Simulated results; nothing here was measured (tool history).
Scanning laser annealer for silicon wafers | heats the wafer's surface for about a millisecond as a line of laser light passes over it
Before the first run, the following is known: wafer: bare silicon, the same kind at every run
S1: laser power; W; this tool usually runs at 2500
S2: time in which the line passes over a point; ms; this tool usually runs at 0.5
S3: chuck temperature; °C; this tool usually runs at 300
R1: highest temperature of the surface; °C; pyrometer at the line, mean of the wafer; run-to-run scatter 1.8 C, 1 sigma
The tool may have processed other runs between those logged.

run     day    S1     S2   S3    R1
  1       0  2500    0.5  300  1061
  2   0.596  2500    0.5  300  1060
  3   1.033  2500    0.5  300  1057
  4   1.433  2500    0.5  300  1056
  5   2.058  2500    0.5  321  1079
  6    2.85  2402    0.5  321  1054
  7   3.662  2632    0.5  300  1098
  8   4.346  2500    0.5  300  1060
  9   4.921  2500  0.522  300  1075
 10   5.742  2500  0.522  300  1076
 11   6.267  2500  0.522  300  1072
 12   7.083  2500  0.522  300  1074
 13   7.846  2389    0.5  300  1026
 14   8.683  2389  0.552  300  1058
 15   9.579  2317  0.421  300   947
 16  10.404  2317  0.405  331   966
 17  11.017  2564  0.427  326  1043
 18  11.767  2430  0.527  287  1042
 19  12.325  2344  0.424  281   936
 20    13.2  2344  0.424  281   937
 21  14.029  2344  0.424  281   934
 22  14.696  2344  0.424  281   933
 23  15.533  2344  0.526  282  1007
 24  16.025  2344  0.526  282  1009
 25  16.662  2344  0.414  282   928
 26  17.467  2152  0.597  316  1024
 27  18.296  2152  0.597  316  1029
 28  18.708  2152  0.597  316  1027

Below are 5 alternative next runs, each starting from the tool's condition after run 28. Predict each:
  A  19.346  2152  0.597  285   ?
  B  19.346  2500  0.409  296   ?
  C  19.346  2152  0.415  316   ?
  D  19.346  2692  0.597  261   ?
  E  19.346  2565  0.443  316   ?

run    R1
  A   995
  B   977
  C   911
  D  1137
  E  1043
What these runs would have given with no unlogged condition in the tool:
run    R1
  A  1014
  B   995
  C   927
  D  1162
  E  1063

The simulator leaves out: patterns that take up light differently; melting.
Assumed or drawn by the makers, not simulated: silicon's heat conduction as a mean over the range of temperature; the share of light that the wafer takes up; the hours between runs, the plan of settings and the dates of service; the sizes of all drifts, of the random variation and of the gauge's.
